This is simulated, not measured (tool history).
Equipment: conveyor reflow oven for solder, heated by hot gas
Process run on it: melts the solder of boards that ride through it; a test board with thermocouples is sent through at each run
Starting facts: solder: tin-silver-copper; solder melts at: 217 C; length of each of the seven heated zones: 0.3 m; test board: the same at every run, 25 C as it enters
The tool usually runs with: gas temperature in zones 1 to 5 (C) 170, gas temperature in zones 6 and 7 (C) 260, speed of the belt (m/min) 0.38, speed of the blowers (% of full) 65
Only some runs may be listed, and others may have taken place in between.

run	hour	gas temperature in zones 1 to 5 (C)	gas temperature in zones 6 and 7 (C)	speed of the belt (m/min)	speed of the blowers (% of full)	highest temperature of the board (C)	time above the solder's melting point (s)
1	0	170	260	0.38	65	243.4	59.9
2	13	170	260	0.38	65	243.6	60.9
3	37	170	260	0.38	65	243.8	60.8
4	66	170	260	0.38	65	243.8	60.7
5	81.1	170	260	0.326	65	247.8	78.8
6	111.9	170	260	0.317	65	248.4	83
7	126.9	170	260	0.317	65	247.7	81.5
8	142.2	170	260	0.317	65	248	81.1
9	157.8	170	260	0.317	65	248.7	82
# hour 165.5: flux residue cleaned out of gas plates and filters
10	193.6	170	260	0.317	65	248.6	82.7
11	208.8	170	260	0.317	65	248.7	81.5
12	231.9	170	260	0.317	65	247.9	82.3
13	247.2	170	260	0.38	74	244.8	62.7
14	268.6	160	263	0.4	65	241.8	50.1
15	294.7	160	263	0.4	65	241.5	50.7
16	308.4	160	263	0.4	65	241.5	50.5
17	322.7	159	254	0.329	60	239.3	60.5
# hour 341.4: flux residue cleaned out of gas plates and filters, once more
18	347.7	159	254	0.329	60	240	62.3
19	372.1	159	270	0.329	71	257.2	83.7
20	388.8	174	257	0.38	80	245.9	67.6
21	412.3	174	257	0.38	80	245.5	66.3
22	432.3	170	260	0.327	65	248.7	80
23	464.1	170	260	0.327	87	252.3	85.7
24	482.2	170	260	0.327	87	252.2	85.1
25	496.7	162	260	0.377	87	247.6	65.6
26	517.8	178	260	0.46	65	239.8	46.6

Here are 3 independent what-if runs from the current tool condition. What would each one return?
A	535	161	265	0.46	52	?	?
B	535	178	259	0.46	65	?	?
C	535	178	256	0.397	50	?	?

run	highest temperature of the board (C)	time above the solder's melting point (s)
A	233.8	31.4
B	238.6	45.6
C	237.4	50.6
With no hidden state in the tool, these same runs would have given:
run	highest temperature of the board (C)	time above the solder's melting point (s)
A	232.8	29.3
B	237.8	43.7
C	236.4	48.2

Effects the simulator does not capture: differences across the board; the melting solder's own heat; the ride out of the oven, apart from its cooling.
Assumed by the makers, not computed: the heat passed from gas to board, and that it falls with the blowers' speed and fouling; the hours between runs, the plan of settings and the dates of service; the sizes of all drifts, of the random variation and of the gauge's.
